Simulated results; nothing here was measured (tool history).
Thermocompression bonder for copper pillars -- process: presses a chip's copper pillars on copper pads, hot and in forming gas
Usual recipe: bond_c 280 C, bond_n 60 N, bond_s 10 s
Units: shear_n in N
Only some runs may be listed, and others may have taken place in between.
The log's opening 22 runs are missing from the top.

run	hour	bond_c	bond_n	bond_s	hours of work since the heater was calibrated	hours of work since the force cell was calibrated	hours of work since the gas filter was changed	shear_n
23	222.8	267	90	14	14	366	308	50.1
24	230	301	90	9	18	370	311	60.2
25	241.8	280	48	22	24	377	318	42.9
26	255.5	257	45	13	31	384	325	24.3
27	264.2	280	45	10	36	389	330	29.8
28	272.2	280	45	10	40	393	334	29.5
# hour 280.6: heater calibrated with a thermocouple chip, once more
29	280.6	280	49	13	0	396	338	32.7
30	286.8	275	74	18	3	400	341	47.8
31	293.7	296	78	8	7	403	345	46.8
32	304	255	61	7	13	409	350	20.8
33	316.7	271	46	10	19	416	357	24.6
34	323.7	280	60	10	23	420	361	34.4
35	336.5	280	60	10	30	426	368	34.2
36	344.5	286	52	9	34	431	372	31.3
# hour 352.4: forming gas filter changed
37	356.4	298	90	9	40	437	2	56.6
38	362.6	270	52	15	44	440	5	31.8
39	368.9	308	38	15	47	444	9	41.1
40	381.9	308	38	15	54	451	16	40.2

3 ways to go on from here, each from the tool as it stands after run 40. What would each give?
A	394.6	261	38	7	61	457	23	?
B	394.6	308	38	17	61	457	23	?
C	394.6	308	38	6	61	457	23	?

run	shear_n
A	15.5
B	42.5
C	28.2
Without the tool's hidden state the same runs would have given:
run	shear_n
A	15.9
B	43.5
C	29
